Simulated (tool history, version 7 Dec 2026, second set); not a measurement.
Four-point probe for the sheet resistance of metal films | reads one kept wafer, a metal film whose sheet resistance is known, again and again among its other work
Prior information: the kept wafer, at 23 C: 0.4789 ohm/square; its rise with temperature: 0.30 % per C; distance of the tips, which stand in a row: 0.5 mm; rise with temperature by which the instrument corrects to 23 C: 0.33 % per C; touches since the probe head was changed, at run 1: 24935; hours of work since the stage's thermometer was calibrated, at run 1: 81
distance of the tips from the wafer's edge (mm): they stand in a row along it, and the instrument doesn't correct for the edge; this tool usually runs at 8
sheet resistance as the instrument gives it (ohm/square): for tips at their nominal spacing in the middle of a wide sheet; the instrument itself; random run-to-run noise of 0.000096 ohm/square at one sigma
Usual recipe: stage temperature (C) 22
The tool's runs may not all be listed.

run	day	stage temperature (C)	distance of the tips from the wafer's edge (mm)	touches since the probe head was changed	hours of work since the stage's thermometer was calibrated	sheet resistance as the instrument gives it (ohm/square)
1	0	22	8	24935	81	0.480131
2	0.662	22	8	25625	93	0.480034
3	1.621	22	8	26621	110	0.480157
4	2.333	22	8	27361	123	0.480148
5	3.179	22	8	28241	138	0.479975
6	3.888	29	8	28976	150	0.478919
7	4.95	27	14	30083	169	0.478665
8	5.983	22	6	31154	187	0.480669
9	6.617	22	6	31813	199	0.480778
10	7.325	29	62	32550	211	0.478119
11	8.171	22	20	33431	226	0.479244

Run 12 has not been measured yet. What should we expect?
12	9.354	25	4	34660	247	?

Run 12 measured sheet resistance as the instrument gives it (ohm/square) 0.48263.
On a tool with no hidden condition, and with the same random variation, this run would have come out at sheet resistance as the instrument gives it (ohm/square) 0.482647.
